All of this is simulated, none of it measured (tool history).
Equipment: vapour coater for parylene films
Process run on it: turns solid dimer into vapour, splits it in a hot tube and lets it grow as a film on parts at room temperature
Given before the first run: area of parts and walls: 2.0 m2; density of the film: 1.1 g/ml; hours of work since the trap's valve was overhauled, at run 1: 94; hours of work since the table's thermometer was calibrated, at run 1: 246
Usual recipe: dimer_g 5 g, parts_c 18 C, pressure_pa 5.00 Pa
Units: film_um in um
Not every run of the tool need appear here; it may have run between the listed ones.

| run | hour | dimer_g | parts_c | pressure_pa | hours of work since the trap's valve was overhauled | hours of work since the table's thermometer was calibrated | film_um |
|---|---|---|---|---|---|---|---|
| 1 | 0.0 | 5 | 18 | 5.00 | 94 | 246 | 1.502 |
| 2 | 18.4 | 5 | 18 | 5.00 | 111 | 263 | 1.497 |
| 3 | 28.0 | 5 | 18 | 5.00 | 119 | 271 | 1.485 |
| 4 | 38.9 | 5 | 18 | 3.67 | 129 | 281 | 1.596 |
| 5 | 46.8 | 5 | 18 | 5.00 | 136 | 288 | 1.492 |
| 6 | 58.2 | 4 | 18 | 5.00 | 146 | 298 | 1.187 |
| 7 | 67.3 | 6 | 18 | 5.00 | 154 | 306 | 1.788 |
| 8 | 83.9 | 5 | 24 | 9.73 | 169 | 321 | 1.047 |
| 9 | 95.9 | 4 | 22 | 2.29 | 179 | 331 | 1.228 |
| 10 | 108.6 | 3 | 13 | 4.26 | 191 | 343 | 1.090 |
| 11 | 126.4 | 3 | 13 | 4.26 | 206 | 358 | 1.092 |
| 12 | 144.5 | 6 | 18 | 5.00 | 222 | 374 | 1.777 |

4 ways to go on from here, each from the tool as it stands after run 12. What would each give?
| A | 163.2 | 8 | 28 | 2.39 | 239 | 391 | ? |
| B | 163.2 | 5 | 14 | 4.36 | 239 | 391 | ? |
| C | 163.2 | 2 | 16 | 2.05 | 239 | 391 | ? |
| D | 163.2 | 5 | 18 | 5.00 | 239 | 391 | ? |

| run | film_um |
|---|---|
| A | 1.977 |
| B | 1.744 |
| C | 0.766 |
| D | 1.476 |
With the hidden condition removed and each run's random variation left untouched, the same runs would have given:
| run | film_um |
|---|---|
| A | 2.019 |
| B | 1.781 |
| C | 0.783 |
| D | 1.507 |
